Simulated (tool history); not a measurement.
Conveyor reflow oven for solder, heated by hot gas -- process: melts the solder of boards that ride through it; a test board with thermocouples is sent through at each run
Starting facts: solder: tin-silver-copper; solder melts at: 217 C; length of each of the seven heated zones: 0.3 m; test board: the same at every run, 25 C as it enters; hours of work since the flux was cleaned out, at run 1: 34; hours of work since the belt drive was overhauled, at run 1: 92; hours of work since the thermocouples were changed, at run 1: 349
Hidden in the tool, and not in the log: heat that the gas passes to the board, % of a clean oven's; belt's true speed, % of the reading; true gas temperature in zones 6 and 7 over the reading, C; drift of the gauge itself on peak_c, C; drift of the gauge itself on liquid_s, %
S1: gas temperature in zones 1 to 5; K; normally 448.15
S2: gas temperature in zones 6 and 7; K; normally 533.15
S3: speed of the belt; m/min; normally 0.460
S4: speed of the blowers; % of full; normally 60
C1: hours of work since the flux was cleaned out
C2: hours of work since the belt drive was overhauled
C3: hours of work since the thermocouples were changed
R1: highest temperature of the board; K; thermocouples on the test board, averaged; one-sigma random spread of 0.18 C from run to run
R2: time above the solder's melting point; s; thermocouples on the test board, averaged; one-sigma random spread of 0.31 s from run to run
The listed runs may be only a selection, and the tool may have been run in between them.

{"run": 1, "hour": 0.0, "S1": 448.15, "S2": 533.15, "S3": 0.46, "S4": 60, "C1": 34, "C2": 92, "C3": 349, "R1": 511.45, "R2": 43.9}
{"run": 2, "hour": 37.1, "S1": 448.15, "S2": 533.15, "S3": 0.46, "S4": 60, "C1": 51, "C2": 109, "C3": 366, "R1": 511.45, "R2": 43.8}
{"run": 3, "hour": 68.2, "S1": 448.15, "S2": 533.15, "S3": 0.46, "S4": 60, "C1": 65, "C2": 123, "C3": 380, "R1": 511.85, "R2": 43.9}
{"run": 4, "hour": 85.6, "S1": 448.15, "S2": 533.15, "S3": 0.46, "S4": 88, "C1": 72, "C2": 130, "C3": 388, "R1": 517.05, "R2": 51.5}
{"run": 5, "hour": 109.4, "S1": 448.15, "S2": 533.15, "S3": 0.46, "S4": 88, "C1": 83, "C2": 141, "C3": 398, "R1": 516.75, "R2": 51.3}
{"run": 6, "hour": 131.7, "S1": 448.15, "S2": 533.15, "S3": 0.39, "S4": 60, "C1": 93, "C2": 151, "C3": 408, "R1": 517.05, "R2": 61.7}
{"run": 7, "hour": 147.7, "S1": 448.15, "S2": 533.15, "S3": 0.46, "S4": 60, "C1": 100, "C2": 158, "C3": 415, "R1": 511.45, "R2": 43.2}
{"run": 8, "hour": 170.1, "S1": 448.15, "S2": 533.15, "S3": 0.46, "S4": 60, "C1": 110, "C2": 168, "C3": 426, "R1": 511.55, "R2": 43.8}
{"run": 9, "hour": 189.4, "S1": 448.15, "S2": 533.15, "S3": 0.46, "S4": 60, "C1": 119, "C2": 177, "C3": 434, "R1": 511.85, "R2": 43.3}
{"run": 10, "hour": 224.2, "S1": 448.15, "S2": 533.15, "S3": 0.46, "S4": 60, "C1": 135, "C2": 193, "C3": 450, "R1": 511.75, "R2": 43.7}
{"run": 11, "hour": 257.4, "S1": 448.15, "S2": 533.15, "S3": 0.46, "S4": 60, "C1": 150, "C2": 208, "C3": 465, "R1": 511.65, "R2": 42.9}
{"run": 12, "hour": 273.5, "S1": 448.15, "S2": 533.15, "S3": 0.46, "S4": 60, "C1": 157, "C2": 215, "C3": 472, "R1": 511.45, "R2": 44.0}
{"run": 13, "hour": 292.6, "S1": 446.15, "S2": 533.15, "S3": 0.46, "S4": 60, "C1": 165, "C2": 224, "C3": 481, "R1": 511.15, "R2": 42.7}
{"run": 14, "hour": 327.5, "S1": 447.15, "S2": 535.15, "S3": 0.54, "S4": 83, "C1": 181, "C2": 239, "C3": 496, "R1": 511.85, "R2": 36.2}
{"run": 15, "hour": 344.4, "S1": 447.15, "S2": 535.15, "S3": 0.54, "S4": 83, "C1": 189, "C2": 247, "C3": 504, "R1": 511.85, "R2": 37.0}
{"run": 16, "hour": 375.6, "S1": 447.15, "S2": 535.15, "S3": 0.54, "S4": 83, "C1": 203, "C2": 261, "C3": 518, "R1": 511.85, "R2": 37.1}
{"run": 17, "hour": 409.5, "S1": 456.15, "S2": 527.15, "S3": 0.467, "S4": 67, "C1": 218, "C2": 276, "C3": 533, "R1": 509.95, "R2": 45.2}
{"run": 18, "hour": 435.3, "S1": 448.15, "S2": 533.15, "S3": 0.394, "S4": 57, "C1": 230, "C2": 288, "C3": 545, "R1": 516.15, "R2": 58.3}
{"hour": 449.2, "done": "flux residue cleaned out of gas plates and filters"}
{"run": 19, "hour": 465.7, "S1": 448.15, "S2": 533.15, "S3": 0.394, "S4": 57, "C1": 7, "C2": 299, "C3": 556, "R1": 516.25, "R2": 58.8}
{"run": 20, "hour": 486.9, "S1": 448.15, "S2": 532.15, "S3": 0.501, "S4": 60, "C1": 17, "C2": 309, "C3": 566, "R1": 507.75, "R2": 34.1}
{"hour": 495.3, "done": "thermocouples of zones 6 and 7 changed"}
{"run": 21, "hour": 505.1, "S1": 448.15, "S2": 543.15, "S3": 0.46, "S4": 60, "C1": 24, "C2": 316, "C3": 4, "R1": 519.75, "R2": 52.1}
{"run": 22, "hour": 527.2, "S1": 458.15, "S2": 525.15, "S3": 0.531, "S4": 85, "C1": 34, "C2": 326, "C3": 14, "R1": 507.85, "R2": 36.8}
{"run": 23, "hour": 548.2, "S1": 458.15, "S2": 533.15, "S3": 0.443, "S4": 68, "C1": 44, "C2": 335, "C3": 24, "R1": 516.75, "R2": 56.7}
{"run": 24, "hour": 566.7, "S1": 452.15, "S2": 533.15, "S3": 0.46, "S4": 75, "C1": 52, "C2": 344, "C3": 32, "R1": 515.65, "R2": 50.9}

What if the next run were any one of these 4? Each begins from the tool's condition after run 24:
{"run": "A", "hour": 597.1, "S1": 448.15, "S2": 524.15, "S3": 0.379, "S4": 71, "C1": 66, "C2": 357, "C3": 46, "R1": "?", "R2": "?"}
{"run": "B", "hour": 597.1, "S1": 448.15, "S2": 533.15, "S3": 0.415, "S4": 60, "C1": 66, "C2": 357, "C3": 46, "R1": "?", "R2": "?"}
{"run": "C", "hour": 597.1, "S1": 452.15, "S2": 533.15, "S3": 0.546, "S4": 75, "C1": 66, "C2": 357, "C3": 46, "R1": "?", "R2": "?"}
{"run": "D", "hour": 597.1, "S1": 452.15, "S2": 546.15, "S3": 0.46, "S4": 75, "C1": 66, "C2": 357, "C3": 46, "R1": "?", "R2": "?"}

run=A R1=511.95 R2=57.9
run=B R1=515.05 R2=54.6
run=C R1=509.65 R2=35.2
run=D R1=526.55 R2=59.9
Without the tool's unlogged condition, the same runs would have read:
run=A R1=512.05 R2=57.9
run=B R1=515.05 R2=54.6
run=C R1=509.75 R2=35.3
run=D R1=526.55 R2=60.0

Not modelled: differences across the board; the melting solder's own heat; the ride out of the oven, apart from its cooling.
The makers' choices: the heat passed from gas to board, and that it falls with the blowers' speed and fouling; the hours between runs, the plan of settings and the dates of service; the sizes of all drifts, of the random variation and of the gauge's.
